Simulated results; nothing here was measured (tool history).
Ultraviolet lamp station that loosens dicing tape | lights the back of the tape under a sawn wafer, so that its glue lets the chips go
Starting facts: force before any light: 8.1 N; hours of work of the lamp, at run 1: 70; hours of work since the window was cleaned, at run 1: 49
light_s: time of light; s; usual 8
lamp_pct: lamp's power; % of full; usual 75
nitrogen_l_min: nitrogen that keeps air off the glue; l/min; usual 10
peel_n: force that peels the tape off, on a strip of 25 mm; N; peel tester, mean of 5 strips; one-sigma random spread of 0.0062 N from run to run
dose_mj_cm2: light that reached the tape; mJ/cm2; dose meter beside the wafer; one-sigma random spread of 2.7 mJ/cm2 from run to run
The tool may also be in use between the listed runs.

| run | day | light_s | lamp_pct | nitrogen_l_min | hours of work of the lamp | hours of work since the window was cleaned | peel_n | dose_mj_cm2 |
|---|---|---|---|---|---|---|---|---|
| 1 | 0.000 | 8 | 75 | 10 | 70 | 49 | 0.215 | 348 |
| 2 | 0.917 | 8 | 81 | 10 | 83 | 61 | 0.176 | 365 |
| 3 | 1.658 | 8 | 81 | 10 | 93 | 71 | 0.175 | 364 |
| 4 | 2.783 | 8 | 75 | 10 | 108 | 86 | 0.218 | 331 |
| 5 | 3.879 | 8 | 75 | 10 | 123 | 101 | 0.220 | 330 |
| 6 | 4.954 | 8 | 75 | 10 | 138 | 116 | 0.223 | 333 |
| 7 | 5.846 | 8 | 66 | 10 | 150 | 128 | 0.312 | 282 |
| 8 | 6.650 | 8 | 75 | 5 | 161 | 139 | 0.492 | 325 |
| 9 | 7.767 | 8 | 83 | 10 | 176 | 154 | 0.184 | 351 |
| 10 | 8.688 | 8 | 83 | 10 | 189 | 167 | 0.192 | 346 |
| 11 | 9.429 | 8 | 83 | 11 | 199 | 177 | 0.183 | 346 |
| 12 | 10.321 | 8 | 83 | 11 | 211 | 189 | 0.186 | 350 |
|  | 10.417 | window cleaned of glue's vapour |
| 13 | 11.675 | 8 | 83 | 11 | 229 | 17 | 0.192 | 335 |
| 14 | 12.862 | 8 | 75 | 10 | 245 | 33 | 0.266 | 296 |
| 15 | 14.342 | 12 | 75 | 10 | 265 | 53 | 0.134 | 444 |
|  | 15.192 | window cleaned of glue's vapour, once more |
| 16 | 15.733 | 12 | 75 | 10 | 284 | 7 | 0.120 | 463 |
| 17 | 17.233 | 12 | 75 | 10 | 304 | 28 | 0.135 | 452 |
| 18 | 18.617 | 8 | 75 | 10 | 323 | 47 | 0.295 | 297 |
| 19 | 19.571 | 8 | 87 | 12 | 336 | 60 | 0.170 | 343 |
| 20 | 21.175 | 8 | 87 | 12 | 358 | 81 | 0.181 | 340 |
| 21 | 22.225 | 8 | 87 | 4 | 372 | 96 | 0.554 | 338 |
| 22 | 23.775 | 6 | 89 | 3 | 393 | 117 | 1.332 | 253 |
| 23 | 24.492 | 9 | 68 | 5 | 403 | 127 | 0.610 | 284 |
| 24 | 25.808 | 13 | 80 | 3 | 421 | 145 | 0.302 | 485 |
| 25 | 26.838 | 13 | 80 | 3 | 435 | 159 | 0.323 | 478 |
| 26 | 27.700 | 5 | 79 | 12 | 447 | 170 | 0.795 | 180 |
| 27 | 28.758 | 5 | 79 | 12 | 461 | 185 | 0.812 | 182 |
| 28 | 30.225 | 5 | 79 | 12 | 481 | 205 | 0.837 | 174 |
| 29 | 31.738 | 9 | 79 | 19 | 502 | 225 | 0.157 | 306 |
| 30 | 33.092 | 6 | 93 | 10 | 520 | 244 | 0.477 | 236 |
| 31 | 34.438 | 6 | 83 | 17 | 539 | 262 | 0.388 | 210 |
| 32 | 36.067 | 6 | 83 | 9 | 561 | 284 | 0.728 | 212 |
| 33 | 36.762 | 8 | 75 | 3 | 570 | 294 | 1.375 | 251 |
| 34 | 37.762 | 8 | 75 | 3 | 584 | 307 | 1.325 | 243 |
| 35 | 38.671 | 8 | 70 | 3 | 596 | 320 | 1.519 | 229 |

3 ways to go on from here, each from the tool as it stands after run 35. What would each give?
| A | 39.825 | 7 | 100 | 5 | 612 | 335 | ? | ? |
| B | 39.825 | 13 | 86 | 10 | 612 | 335 | ? | ? |
| C | 39.825 | 10 | 75 | 3 | 612 | 335 | ? | ? |

| run | peel_n | dose_mj_cm2 |
|---|---|---|
| A | 0.668 | 283 |
| B | 0.136 | 449 |
| C | 0.933 | 303 |
The same runs, with their run-to-run variation unchanged, on a tool lacking any hidden condition would have given:
| run | peel_n | dose_mj_cm2 |
|---|---|---|
| A | 0.258 | 422 |
| B | 0.112 | 671 |
| C | 0.378 | 452 |
